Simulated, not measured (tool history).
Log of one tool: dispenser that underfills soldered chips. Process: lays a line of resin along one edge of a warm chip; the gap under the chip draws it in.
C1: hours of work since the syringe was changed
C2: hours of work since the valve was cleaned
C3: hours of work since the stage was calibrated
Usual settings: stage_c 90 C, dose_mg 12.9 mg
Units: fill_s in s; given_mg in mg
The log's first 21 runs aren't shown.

At hour 111.1: new syringe of resin.
Run 22, hour 116.8: usual settings but stage_c 102 C, dose_mg 13 mg; C1 4; C2 20; C3 197. Result: fill_s 95.2 s, given_mg 12.76 mg.
At hour 120.5: new syringe of resin.
Run 23, hour 123.8: usual settings but stage_c 84 C, dose_mg 12.1 mg; C1 2; C2 24; C3 202. Result: fill_s 162.7 s, given_mg 11.87 mg.
Run 24, hour 127.6: usual settings but stage_c 93 C, dose_mg 11.8 mg; C1 5; C2 27; C3 204. Result: fill_s 142.3 s, given_mg 11.5 mg.
At hour 129.8: new syringe of resin.
Run 25, hour 132.7: usual settings but stage_c 93 C, dose_mg 11.8 mg; C1 2; C2 30; C3 207. Result: fill_s 121.7 s, given_mg 11.45 mg.
Run 26, hour 137.9: usual settings but stage_c 89 C, dose_mg 14.2 mg; C1 5; C2 34; C3 211. Result: fill_s 171.7 s, given_mg 13.71 mg.
At hour 138.9: new syringe of resin.
Run 27, hour 143.1: usual settings but stage_c 89 C, dose_mg 14.2 mg; C1 3; C2 37; C3 214. Result: fill_s 138.2 s, given_mg 13.75 mg.
At hour 147.8: new syringe of resin.
Run 28, hour 147.8: usual settings but stage_c 86 C, dose_mg 12.7 mg; C1 0; C2 40; C3 217. Result: fill_s 127.5 s, given_mg 12.3 mg.
Run 29, hour 153.9: usual settings but stage_c 86 C, dose_mg 12.7 mg; C1 4; C2 44; C3 221. Result: fill_s 172.3 s, given_mg 12.17 mg.
At hour 156.9: new syringe of resin.
Run 30, hour 159: usual settings but stage_c 104 C, dose_mg 12.7 mg; C1 1; C2 47; C3 224. Result: fill_s 77.7 s, given_mg 12.07 mg.
Run 31, hour 162.8: usual settings but stage_c 102 C, dose_mg 12.5 mg; C1 4; C2 49; C3 227. Result: fill_s 98.7 s, given_mg 11.99 mg.
At hour 165.9: new syringe of resin.
Run 32, hour 169.5: usual settings but stage_c 102 C, dose_mg 12.5 mg; C1 2; C2 54; C3 231. Result: fill_s 85.8 s, given_mg 11.9 mg.
Run 33, hour 173.3: usual settings but stage_c 104 C, dose_mg 16.1 mg; C1 5; C2 56; C3 233. Result: fill_s 95.5 s, given_mg 15.34 mg.
At hour 175.3: new syringe of resin.
Run 34, hour 179.4: usual settings but stage_c 104 C, dose_mg 16.1 mg; C1 3; C2 60; C3 237. Result: fill_s 79.6 s, given_mg 15.28 mg.
Run 35, hour 183.8: usual settings but stage_c 94 C, dose_mg 13.7 mg; C1 6; C2 63; C3 240. Result: fill_s 139.3 s, given_mg 12.96 mg.

3 ways to go on from here, each from the tool as it stands after run 35. What would each give?
At hour 184.6: new syringe of resin.
Run A, hour 190.8: usual settings but stage_c 91 C, dose_mg 14.9 mg; C1 4; C2 67; C3 244. Result: fill_s ?, given_mg ?.
At hour 184.6: new syringe of resin.
Run B, hour 190.8: usual settings but stage_c 85 C, dose_mg 13.7 mg; C1 4; C2 67; C3 244. Result: fill_s ?, given_mg ?.
At hour 184.6: new syringe of resin.
Run C, hour 190.8: usual settings but stage_c 83 C, dose_mg 13.7 mg; C1 4; C2 67; C3 244. Result: fill_s ?, given_mg ?.

run  fill_s  given_mg
  A   139.3     14.01
  B   173.4     12.99
  C   190.4     12.93
Without the tool's hidden state the same runs would have given:
run  fill_s  given_mg
  A   111.3     14.89
  B   138.3      13.8
  C   152.1     13.73
